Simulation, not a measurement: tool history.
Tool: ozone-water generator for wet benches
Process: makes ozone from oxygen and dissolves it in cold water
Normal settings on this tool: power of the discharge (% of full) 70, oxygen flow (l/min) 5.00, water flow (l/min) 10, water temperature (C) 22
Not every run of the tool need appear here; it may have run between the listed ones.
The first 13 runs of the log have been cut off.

run,hour,power of the discharge (% of full),oxygen flow (l/min),water flow (l/min),water temperature (C),dissolved ozone (ppm),ozone in the gas ahead of the water (g/m3)
14,726.9,70,5.00,10,22,18.9,174.3
15,781.6,70,5.00,10,22,19.1,175.5
16,824.9,70,7.43,10,22,17.4,142.6
17,901.4,70,7.43,10,22,17.4,142.9
18,939.3,70,6.71,10,18,19.6,150.3
19,1006.0,76,6.82,9,17,22.8,159.9
20,1046.6,64,6.94,7,16,23.8,138.7
21,1095.7,64,6.94,7,16,24.1,138.7
22,1156.1,48,3.85,8,23,17.3,151.9
23,1195.0,73,3.85,8,23,23.2,205.3
24,1243.1,77,3.74,10,27,19.2,216.4
25,1287.0,77,3.74,10,27,18.9,216.9
26,1342.9,77,3.00,10,23,21.3,241.4
27,1384.4,77,3.00,10,23,20.7,245.0
28,1441.5,94,5.59,10,21,23.3,204.0
29,1516.1,64,5.59,12,16,17.3,154.1
30,1557.3,53,4.59,7,22,19.5,148.3
31,1598.2,53,3.95,10,22,16.0,161.1
32,1636.6,53,8.32,10,22,13.9,110.3
33,1714.2,53,4.32,6,28,19.1,155.1
34,1768.1,70,5.76,14,26,13.6,161.5

Below are 3 alternative next runs, each starting from the tool's condition after run 34. Predict each:
A,1819.8,50,3.35,14,26,?,?
B,1819.8,91,4.76,14,26,?,?
C,1819.8,70,5.00,11,22,?,?

run,dissolved ozone (ppm),ozone in the gas ahead of the water (g/m3)
A,11.1,169.8
B,16.4,217.6
C,18.0,175.5
The same runs, with their run-to-run variation unchanged, on a tool lacking any hidden condition would have given:
run,dissolved ozone (ppm),ozone in the gas ahead of the water (g/m3)
A,11.1,170.1
B,16.4,218.1
C,18.0,175.9
